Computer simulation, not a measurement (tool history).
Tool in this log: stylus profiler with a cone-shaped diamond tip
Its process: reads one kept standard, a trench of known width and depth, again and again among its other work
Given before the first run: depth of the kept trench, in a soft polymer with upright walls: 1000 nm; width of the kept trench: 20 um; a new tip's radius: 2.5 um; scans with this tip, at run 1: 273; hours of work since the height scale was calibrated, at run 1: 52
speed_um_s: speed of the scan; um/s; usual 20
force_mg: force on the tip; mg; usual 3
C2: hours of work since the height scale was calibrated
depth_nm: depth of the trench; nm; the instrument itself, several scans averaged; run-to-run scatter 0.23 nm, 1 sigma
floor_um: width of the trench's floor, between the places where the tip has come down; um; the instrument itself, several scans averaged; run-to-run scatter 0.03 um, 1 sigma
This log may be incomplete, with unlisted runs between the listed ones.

Run 1, day 0: usual settings; scans with this tip 273; C2 52. Result: depth_nm 1013.1 nm, floor_um 15.97 um.
Run 2, day 0.767: usual settings; scans with this tip 320; C2 60. Result: depth_nm 1013.01 nm, floor_um 15.96 um.
Run 3, day 1.304: usual settings; scans with this tip 353; C2 67. Result: depth_nm 1013.3 nm, floor_um 15.93 um.
Run 4, day 1.729: usual settings; scans with this tip 379; C2 72. Result: depth_nm 1012.43 nm, floor_um 15.96 um.
Run 5, day 2.45: usual settings but speed_um_s 14 um/s; scans with this tip 423; C2 80. Result: depth_nm 1013.47 nm, floor_um 15.94 um.
Run 6, day 2.783: usual settings but speed_um_s 14 um/s; scans with this tip 444; C2 84. Result: depth_nm 1013.13 nm, floor_um 16.01 um.
Run 7, day 3.312: usual settings but force_mg 1.84 mg; scans with this tip 476; C2 90. Result: depth_nm 1009.48 nm, floor_um 15.91 um.
Run 8, day 4.033: usual settings but speed_um_s 71 um/s; scans with this tip 520; C2 98. Result: depth_nm 1012.63 nm, floor_um 15.72 um.
Run 9, day 4.725: usual settings but speed_um_s 17 um/s; scans with this tip 563; C2 106. Result: depth_nm 1013.35 nm, floor_um 15.98 um.
Run 10, day 5.321: usual settings but speed_um_s 17 um/s; scans with this tip 599; C2 113. Result: depth_nm 1012.81 nm, floor_um 15.93 um.
Run 11, day 5.725: usual settings but speed_um_s 17 um/s; scans with this tip 624; C2 118. Result: depth_nm 1013.07 nm, floor_um 15.89 um.
Run 12, day 6.462: usual settings but speed_um_s 17 um/s; scans with this tip 669; C2 126. Result: depth_nm 1013.08 nm, floor_um 15.88 um.
Run 13, day 7.108: usual settings but speed_um_s 17 um/s; scans with this tip 709; C2 134. Result: depth_nm 1013.23 nm, floor_um 15.91 um.
Run 14, day 7.729: usual settings but speed_um_s 17 um/s; scans with this tip 747; C2 141. Result: depth_nm 1013.12 nm, floor_um 15.94 um.
Run 15, day 8.45: usual settings but speed_um_s 17 um/s; scans with this tip 791; C2 149. Result: depth_nm 1012.88 nm, floor_um 15.93 um.
Run 16, day 9.129: usual settings but speed_um_s 17 um/s; scans with this tip 833; C2 157. Result: depth_nm 1013.15 nm, floor_um 15.85 um.
Run 17, day 9.554: usual settings but speed_um_s 61 um/s, force_mg 1.49 mg; scans with this tip 859; C2 162. Result: depth_nm 1008.09 nm, floor_um 15.59 um.
Run 18, day 10.004: usual settings but speed_um_s 9 um/s, force_mg 1.49 mg; scans with this tip 887; C2 167. Result: depth_nm 1007.85 nm, floor_um 15.9 um.
Run 19, day 10.504: usual settings but speed_um_s 9 um/s, force_mg 1.49 mg; scans with this tip 917; C2 173. Result: depth_nm 1007.85 nm, floor_um 15.86 um.
Run 20, day 11.204: usual settings but speed_um_s 45 um/s, force_mg 1.2 mg; scans with this tip 960; C2 181. Result: depth_nm 1006.69 nm, floor_um 15.64 um.
Run 21, day 11.562: usual settings but speed_um_s 7 um/s, force_mg 2.51 mg; scans with this tip 982; C2 186. Result: depth_nm 1011.56 nm, floor_um 15.91 um.
Run 22, day 12.008: usual settings but speed_um_s 48 um/s, force_mg 6.16 mg; scans with this tip 1010; C2 191. Result: depth_nm 1021.48 nm, floor_um 15.76 um.
Run 23, day 12.617: usual settings but speed_um_s 40 um/s, force_mg 2.75 mg; scans with this tip 1047; C2 198. Result: depth_nm 1012.13 nm, floor_um 15.74 um.
Run 24, day 13.088: usual settings but speed_um_s 10 um/s, force_mg 3.65 mg; scans with this tip 1076; C2 203. Result: depth_nm 1014.89 nm, floor_um 15.88 um.
Run 25, day 13.804: usual settings but speed_um_s 10 um/s, force_mg 3.65 mg; scans with this tip 1120; C2 212. Result: depth_nm 1014.88 nm, floor_um 15.88 um.

Difference, measured minus no-hidden-state, one row per run. Run-to-run variation is common to both terms; the gauge's own scatter need not be:
What the log doesn't record here: radius of the tip, um; height scale over the true one, %; drift of the gauge itself on depth_nm, %; drift of the gauge itself on floor_um, %.
run  depth_nm  floor_um
  1      -0.2     +0.05
  2     -0.23     +0.04
  3     -0.25     +0.04
  4     -0.25     +0.03
  5     -0.28     +0.03
  6     -0.29     +0.03
  7     -0.31     +0.02
  8     -0.32     +0.01
  9     -0.35     +0.01
 10     -0.37        +0
 11     -0.37        +0
 12      -0.4     -0.01
 13     -0.42     -0.01
 14     -0.44     -0.02
 15     -0.46     -0.02
 16     -0.48     -0.03
 17     -0.49     -0.03
 18     -0.51     -0.05
 19     -0.52     -0.05
 20     -0.54     -0.05
 21     -0.55     -0.05
 22     -0.57     -0.06
 23     -0.59     -0.06
 24      -0.6     -0.07
 25     -0.62     -0.08
